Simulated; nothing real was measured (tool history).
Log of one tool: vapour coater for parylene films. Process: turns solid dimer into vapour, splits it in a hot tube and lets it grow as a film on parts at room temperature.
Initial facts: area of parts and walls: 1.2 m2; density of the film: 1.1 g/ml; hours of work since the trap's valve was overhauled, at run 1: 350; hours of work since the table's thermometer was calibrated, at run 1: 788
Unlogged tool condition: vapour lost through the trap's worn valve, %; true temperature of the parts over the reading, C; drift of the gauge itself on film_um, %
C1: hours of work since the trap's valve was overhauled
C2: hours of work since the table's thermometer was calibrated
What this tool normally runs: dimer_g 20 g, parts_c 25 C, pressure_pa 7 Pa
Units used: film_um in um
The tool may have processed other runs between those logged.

run 1 day=0 | dimer_g=20 parts_c=25 pressure_pa=7 | C1=350 C2=788 | film_um=9.79
run 2 day=0.979 | dimer_g=20 parts_c=23 pressure_pa=7 | C1=371 C2=809 | film_um=10.23
run 3 day=1.838 | dimer_g=20 parts_c=25 pressure_pa=2.09 | C1=388 C2=826 | film_um=10.62
-- day=3.021 trap's valve overhauled
run 4 day=3.242 | dimer_g=20 parts_c=25 pressure_pa=2.09 | C1=5 C2=852 | film_um=10.59
run 5 day=4.125 | dimer_g=20 parts_c=25 pressure_pa=2.09 | C1=23 C2=870 | film_um=10.57
run 6 day=4.962 | dimer_g=20 parts_c=25 pressure_pa=2.09 | C1=40 C2=887 | film_um=10.58
run 7 day=5.579 | dimer_g=20 parts_c=37 pressure_pa=7 | C1=53 C2=900 | film_um=7.29
run 8 day=6.783 | dimer_g=20 parts_c=37 pressure_pa=7 | C1=78 C2=925 | film_um=7.34
run 9 day=7.604 | dimer_g=35 parts_c=25 pressure_pa=7 | C1=94 C2=942 | film_um=17.19
run 10 day=8.638 | dimer_g=16 parts_c=30 pressure_pa=7 | C1=116 C2=963 | film_um=6.95
run 11 day=9.658 | dimer_g=16 parts_c=30 pressure_pa=7 | C1=137 C2=984 | film_um=6.99

Run 12, settings as shown, results not yet in. Your forecast:
run 12 day=10.558 | dimer_g=16 parts_c=30 pressure_pa=7 | C1=155 C2=1003 | film_um=?

Run 12 measured film_um 6.92 um.
If the tool had no hidden condition, the same run with the same run-to-run variation would have returned film_um 6.92 um.
